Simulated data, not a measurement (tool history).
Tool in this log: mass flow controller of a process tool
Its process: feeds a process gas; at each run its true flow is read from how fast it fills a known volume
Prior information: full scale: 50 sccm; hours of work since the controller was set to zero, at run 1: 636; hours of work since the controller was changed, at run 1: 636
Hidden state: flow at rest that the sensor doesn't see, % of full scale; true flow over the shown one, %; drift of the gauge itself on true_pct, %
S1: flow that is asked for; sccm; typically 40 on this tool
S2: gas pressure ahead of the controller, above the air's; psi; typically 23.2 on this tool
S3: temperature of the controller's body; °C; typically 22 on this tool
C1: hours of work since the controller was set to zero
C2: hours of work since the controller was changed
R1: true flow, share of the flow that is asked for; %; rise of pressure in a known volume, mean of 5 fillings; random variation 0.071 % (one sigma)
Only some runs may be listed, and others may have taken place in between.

| run | hour | S1 | S2 | S3 | C1 | C2 | R1 |
|---|---|---|---|---|---|---|---|
| 1 | 0 | 40 | 23.2 | 22 | 636 | 636 | 99.95 |
| 2 | 198.5 | 40 | 23.2 | 22 | 757 | 757 | 100.15 |
| 3 | 375.5 | 40 | 23.2 | 38 | 865 | 865 | 99.38 |
| 4 | 481.3 | 40 | 23.2 | 38 | 930 | 930 | 99.44 |
| 5 | 583.1 | 40 | 23.2 | 38 | 992 | 992 | 99.32 |
| 6 | 783.6 | 40 | 23.2 | 38 | 1114 | 1114 | 99.34 |
| 7 | 991.5 | 43 | 23.2 | 38 | 1241 | 1241 | 99.56 |
| 8 | 1096.7 | 40 | 23.2 | 22 | 1306 | 1306 | 99.91 |
| 9 | 1203.5 | 40 | 23.2 | 22 | 1371 | 1371 | 100.14 |
| 10 | 1378.5 | 40 | 23.2 | 22 | 1478 | 1478 | 100.06 |
| 11 | 1581.5 | 40 | 23.2 | 22 | 1602 | 1602 | 100.09 |
| 12 | 1798 | 40 | 23.2 | 22 | 1734 | 1734 | 99.98 |
| 13 | 1984.7 | 40 | 23.2 | 22 | 1848 | 1848 | 100.04 |
| 14 | 2078.4 | 40 | 23.2 | 22 | 1905 | 1905 | 100.04 |
| 15 | 2173.9 | 14 | 23.2 | 22 | 1964 | 1964 | 99.56 |
| 16 | 2335.5 | 14 | 23.2 | 22 | 2062 | 2062 | 99.44 |
| 17 | 2537.9 | 14 | 23.2 | 22 | 2186 | 2186 | 99.47 |
| 18 | 2654.1 | 14 | 23.2 | 22 | 2257 | 2257 | 99.61 |
| 19 | 2765.3 | 14 | 23.2 | 22 | 2325 | 2325 | 99.61 |
| 20 | 2885.2 | 14 | 23.2 | 22 | 2398 | 2398 | 99.36 |
| 21 | 2988.1 | 14 | 23.1 | 22 | 2461 | 2461 | 99.59 |

Expected results for the next run?
| 22 | 3153.7 | 14 | 23.1 | 22 | 2562 | 2562 | ? |

Run 22 produced R1 99.51 %.
With no hidden state in the tool, this same run would have given R1 99.51 %.
